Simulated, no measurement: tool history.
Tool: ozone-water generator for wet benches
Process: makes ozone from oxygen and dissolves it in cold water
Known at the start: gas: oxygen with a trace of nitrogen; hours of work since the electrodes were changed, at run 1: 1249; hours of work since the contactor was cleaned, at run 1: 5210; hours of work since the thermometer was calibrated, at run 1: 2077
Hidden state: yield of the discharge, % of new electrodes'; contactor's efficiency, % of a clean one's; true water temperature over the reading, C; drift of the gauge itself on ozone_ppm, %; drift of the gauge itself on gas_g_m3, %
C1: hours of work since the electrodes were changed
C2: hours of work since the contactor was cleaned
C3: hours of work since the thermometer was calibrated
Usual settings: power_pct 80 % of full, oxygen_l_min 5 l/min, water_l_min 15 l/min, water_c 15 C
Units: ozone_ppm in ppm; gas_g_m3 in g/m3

run 1 hour=0 | power_pct=80 oxygen_l_min=5 water_l_min=15 water_c=15 | C1=1249 C2=5210 C3=2077 | ozone_ppm=36 gas_g_m3=276.8
run 2 hour=47.5 | power_pct=80 oxygen_l_min=5 water_l_min=15 water_c=15 | C1=1284 C2=5244 C3=2112 | ozone_ppm=36.2 gas_g_m3=277.5
run 3 hour=139 | power_pct=80 oxygen_l_min=5 water_l_min=15 water_c=15 | C1=1350 C2=5311 C3=2178 | ozone_ppm=36.4 gas_g_m3=274.7
run 4 hour=224.5 | power_pct=80 oxygen_l_min=5 water_l_min=15 water_c=15 | C1=1412 C2=5373 C3=2240 | ozone_ppm=36.1 gas_g_m3=275.2
run 5 hour=314.8 | power_pct=80 oxygen_l_min=5 water_l_min=15 water_c=17 | C1=1477 C2=5438 C3=2306 | ozone_ppm=34.6 gas_g_m3=273.7
run 6 hour=414 | power_pct=80 oxygen_l_min=3.42 water_l_min=15 water_c=15 | C1=1549 C2=5510 C3=2378 | ozone_ppm=32.9 gas_g_m3=312.6
run 7 hour=498.6 | power_pct=80 oxygen_l_min=3.42 water_l_min=15 water_c=15 | C1=1611 C2=5571 C3=2439 | ozone_ppm=33.5 gas_g_m3=312
run 8 hour=597.5 | power_pct=80 oxygen_l_min=3.42 water_l_min=15 water_c=15 | C1=1683 C2=5643 C3=2511 | ozone_ppm=33.3 gas_g_m3=309.4
run 9 hour=641.8 | power_pct=80 oxygen_l_min=5 water_l_min=15 water_c=15 | C1=1715 C2=5675 C3=2543 | ozone_ppm=36.1 gas_g_m3=273.7
run 10 hour=697 | power_pct=80 oxygen_l_min=5 water_l_min=17 water_c=15 | C1=1755 C2=5715 C3=2583 | ozone_ppm=32.2 gas_g_m3=273.6
run 11 hour=801.4 | power_pct=80 oxygen_l_min=5 water_l_min=16 water_c=15 | C1=1830 C2=5791 C3=2659 | ozone_ppm=33.7 gas_g_m3=272.1
run 12 hour=863.7 | power_pct=80 oxygen_l_min=5 water_l_min=16 water_c=15 | C1=1876 C2=5836 C3=2704 | ozone_ppm=34.2 gas_g_m3=271.3
run 13 hour=961 | power_pct=80 oxygen_l_min=6.6 water_l_min=9 water_c=15 | C1=1946 C2=5907 C3=2774 | ozone_ppm=51.7 gas_g_m3=249
run 14 hour=1057.4 | power_pct=57 oxygen_l_min=6.6 water_l_min=21 water_c=15 | C1=2016 C2=5977 C3=2844 | ozone_ppm=21.1 gas_g_m3=184.5
-- hour=1068.5 contactor cleaned
run 15 hour=1144 | power_pct=61 oxygen_l_min=6.6 water_l_min=18 water_c=7 | C1=2076 C2=55 C3=2904 | ozone_ppm=28.6 gas_g_m3=195.4
run 16 hour=1193.5 | power_pct=43 oxygen_l_min=4.47 water_l_min=19 water_c=10 | C1=2112 C2=91 C3=2940 | ozone_ppm=17.7 gas_g_m3=166.6
run 17 hour=1284.6 | power_pct=70 oxygen_l_min=5.62 water_l_min=16 water_c=12 | C1=2178 C2=157 C3=3006 | ozone_ppm=31.6 gas_g_m3=233.3
run 18 hour=1383.8 | power_pct=70 oxygen_l_min=5.62 water_l_min=16 water_c=12 | C1=2250 C2=229 C3=3078 | ozone_ppm=31.4 gas_g_m3=231.2
run 19 hour=1471.6 | power_pct=80 oxygen_l_min=4.11 water_l_min=16 water_c=13 | C1=2314 C2=292 C3=3142 | ozone_ppm=33 gas_g_m3=289
run 20 hour=1551.6 | power_pct=80 oxygen_l_min=4.11 water_l_min=16 water_c=13 | C1=2372 C2=350 C3=3200 | ozone_ppm=33 gas_g_m3=288.2

Forecast each of these 4 alternatives for the next run:
-- hour=1580.8 contactor cleaned, once more
run A hour=1620.7 | power_pct=82 oxygen_l_min=4.11 water_l_min=21 water_c=16 | C1=2419 C2=29 C3=3247 | ozone_ppm=? gas_g_m3=?
-- hour=1580.8 contactor cleaned, once more
run B hour=1620.7 | power_pct=73 oxygen_l_min=8.38 water_l_min=15 water_c=10 | C1=2419 C2=29 C3=3247 | ozone_ppm=? gas_g_m3=?
-- hour=1580.8 contactor cleaned, once more
run C hour=1620.7 | power_pct=61 oxygen_l_min=6.38 water_l_min=15 water_c=15 | C1=2419 C2=29 C3=3247 | ozone_ppm=? gas_g_m3=?
-- hour=1580.8 contactor cleaned, once more
run D hour=1620.7 | power_pct=93 oxygen_l_min=5 water_l_min=15 water_c=15 | C1=2419 C2=29 C3=3247 | ozone_ppm=? gas_g_m3=?

run=A ozone_ppm=25.7 gas_g_m3=294.9
run=B ozone_ppm=39 gas_g_m3=208.5
run=C ozone_ppm=29.5 gas_g_m3=196
run=D ozone_ppm=41 gas_g_m3=304.3
Without the tool's hidden state the same runs would have given:
run=A ozone_ppm=26.7 gas_g_m3=305.8
run=B ozone_ppm=40.4 gas_g_m3=215.6
run=C ozone_ppm=30.5 gas_g_m3=201.6
run=D ozone_ppm=42.8 gas_g_m3=316.7

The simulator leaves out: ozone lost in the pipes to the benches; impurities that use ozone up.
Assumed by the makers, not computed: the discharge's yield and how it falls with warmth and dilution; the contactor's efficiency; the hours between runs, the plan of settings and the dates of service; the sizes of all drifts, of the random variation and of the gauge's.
